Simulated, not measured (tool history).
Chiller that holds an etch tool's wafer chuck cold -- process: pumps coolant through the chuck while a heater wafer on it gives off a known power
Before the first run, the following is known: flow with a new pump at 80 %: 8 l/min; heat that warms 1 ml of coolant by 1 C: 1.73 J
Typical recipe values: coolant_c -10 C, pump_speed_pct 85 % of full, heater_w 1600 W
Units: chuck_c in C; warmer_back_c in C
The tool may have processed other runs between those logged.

{"run": 1, "hour": 0.0, "coolant_c": -10, "pump_speed_pct": 85, "heater_w": 1600, "chuck_c": 2.7, "warmer_back_c": 6.51}
{"run": 2, "hour": 20.3, "coolant_c": -10, "pump_speed_pct": 85, "heater_w": 1600, "chuck_c": 2.9, "warmer_back_c": 6.53}
{"run": 3, "hour": 56.3, "coolant_c": -10, "pump_speed_pct": 85, "heater_w": 1600, "chuck_c": 2.9, "warmer_back_c": 6.55}
{"run": 4, "hour": 76.2, "coolant_c": -8, "pump_speed_pct": 85, "heater_w": 1600, "chuck_c": 4.9, "warmer_back_c": 6.52}
{"run": 5, "hour": 113.0, "coolant_c": -10, "pump_speed_pct": 85, "heater_w": 1370, "chuck_c": 0.9, "warmer_back_c": 5.59}
{"run": 6, "hour": 146.9, "coolant_c": -7, "pump_speed_pct": 85, "heater_w": 1370, "chuck_c": 4.1, "warmer_back_c": 5.59}
{"run": 7, "hour": 176.6, "coolant_c": -7, "pump_speed_pct": 85, "heater_w": 1370, "chuck_c": 4.3, "warmer_back_c": 5.56}
{"run": 8, "hour": 195.9, "coolant_c": -10, "pump_speed_pct": 85, "heater_w": 1600, "chuck_c": 2.8, "warmer_back_c": 6.51}
{"run": 9, "hour": 239.3, "coolant_c": -10, "pump_speed_pct": 84, "heater_w": 1600, "chuck_c": 3.2, "warmer_back_c": 6.59}
{"run": 10, "hour": 267.7, "coolant_c": -10, "pump_speed_pct": 84, "heater_w": 1036, "chuck_c": -1.5, "warmer_back_c": 4.27}
{"run": 11, "hour": 303.6, "coolant_c": -10, "pump_speed_pct": 84, "heater_w": 1036, "chuck_c": -1.6, "warmer_back_c": 4.3}
{"run": 12, "hour": 346.4, "coolant_c": -9, "pump_speed_pct": 99, "heater_w": 2157, "chuck_c": 6.5, "warmer_back_c": 7.59}
{"run": 13, "hour": 382.8, "coolant_c": -5, "pump_speed_pct": 73, "heater_w": 1830, "chuck_c": 12.0, "warmer_back_c": 8.72}
{"run": 14, "hour": 425.4, "coolant_c": -5, "pump_speed_pct": 69, "heater_w": 1905, "chuck_c": 13.6, "warmer_back_c": 9.64}
{"run": 15, "hour": 446.2, "coolant_c": -13, "pump_speed_pct": 65, "heater_w": 1904, "chuck_c": 6.7, "warmer_back_c": 10.18}
{"run": 16, "hour": 468.2, "coolant_c": -1, "pump_speed_pct": 85, "heater_w": 1600, "chuck_c": 12.1, "warmer_back_c": 6.54}
{"run": 17, "hour": 512.1, "coolant_c": -20, "pump_speed_pct": 85, "heater_w": 1830, "chuck_c": -5.0, "warmer_back_c": 7.5}
{"run": 18, "hour": 542.1, "coolant_c": -5, "pump_speed_pct": 60, "heater_w": 980, "chuck_c": 5.7, "warmer_back_c": 5.72}
{"run": 19, "hour": 561.5, "coolant_c": -5, "pump_speed_pct": 67, "heater_w": 980, "chuck_c": 4.9, "warmer_back_c": 5.09}
{"run": 20, "hour": 580.6, "coolant_c": -19, "pump_speed_pct": 65, "heater_w": 1292, "chuck_c": -5.6, "warmer_back_c": 6.97}

Alternative continuations, all from the tool just after run 20; predict every row:
{"run": "A", "hour": 618.4, "coolant_c": -19, "pump_speed_pct": 96, "heater_w": 1292, "chuck_c": "?", "warmer_back_c": "?"}
{"run": "B", "hour": 618.4, "coolant_c": -11, "pump_speed_pct": 91, "heater_w": 939, "chuck_c": "?", "warmer_back_c": "?"}
{"run": "C", "hour": 618.4, "coolant_c": -19, "pump_speed_pct": 65, "heater_w": 2249, "chuck_c": "?", "warmer_back_c": "?"}
{"run": "D", "hour": 618.4, "coolant_c": -19, "pump_speed_pct": 65, "heater_w": 1637, "chuck_c": "?", "warmer_back_c": "?"}

run=A chuck_c=-9.4 warmer_back_c=4.70
run=B chuck_c=-3.8 warmer_back_c=3.63
run=C chuck_c=4.3 warmer_back_c=12.06
run=D chuck_c=-2.1 warmer_back_c=8.75
With no hidden state in the tool, these same runs would have given:
run=A chuck_c=-10.0 warmer_back_c=4.69
run=B chuck_c=-4.2 warmer_back_c=3.62
run=C chuck_c=3.0 warmer_back_c=12.03
run=D chuck_c=-3.0 warmer_back_c=8.72
